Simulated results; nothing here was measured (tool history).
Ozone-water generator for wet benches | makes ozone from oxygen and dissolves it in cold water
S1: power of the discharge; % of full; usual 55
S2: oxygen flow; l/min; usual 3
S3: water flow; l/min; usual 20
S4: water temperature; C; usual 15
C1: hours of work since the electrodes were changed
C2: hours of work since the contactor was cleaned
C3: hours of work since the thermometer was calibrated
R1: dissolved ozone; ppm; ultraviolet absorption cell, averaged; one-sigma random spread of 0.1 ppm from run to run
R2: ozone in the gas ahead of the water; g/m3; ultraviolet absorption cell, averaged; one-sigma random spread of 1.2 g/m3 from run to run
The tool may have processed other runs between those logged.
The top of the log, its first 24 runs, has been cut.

run     day  S1    S2  S3  S4    C1    C2    C3    R1     R2
 25  38.917  55  4.11  20  15  1574  4766  5153  14.3  189.6
 26  41.142  94  3.03  13   8  1607  4799  5185  32.8  331.1
 27  43.129  94  3.03  13   8  1636  4828  5215  32.7  326.1
     44.875  -- water thermometer calibrated
 28  44.875  94  3.03  13   8  1662  4854     0  32.5  329.1
 29    46.6  94  5.19  18   8  1687  4879    26  28.3  269.9
 30  48.117  94  5.19  18   8  1710  4902    48  28.3  265.7
 31  49.179  60  5.19  17  13  1725  4917    64  19.5  186.6
 32  50.796  44  3.83  14  13  1749  4941    88  16.5  162.1

Branching from run 32: 3 alternative next runs. What would each branch give?
  A  51.871  45     3  20  15  1765  4957  104   ?   ?
  B  51.871  55  3.04  22  15  1765  4957  104   ?   ?
  C  51.871  44  3.83  30  13  1765  4957  104   ?   ?

run    R1     R2
  A    11  180.9
  B  11.6  210.4
  C   7.8  162.8
Had the tool no hidden state, the same runs would have come out as:
run    R1     R2
  A  11.7  183.8
  B  12.3  214.7
  C   8.3  165.4
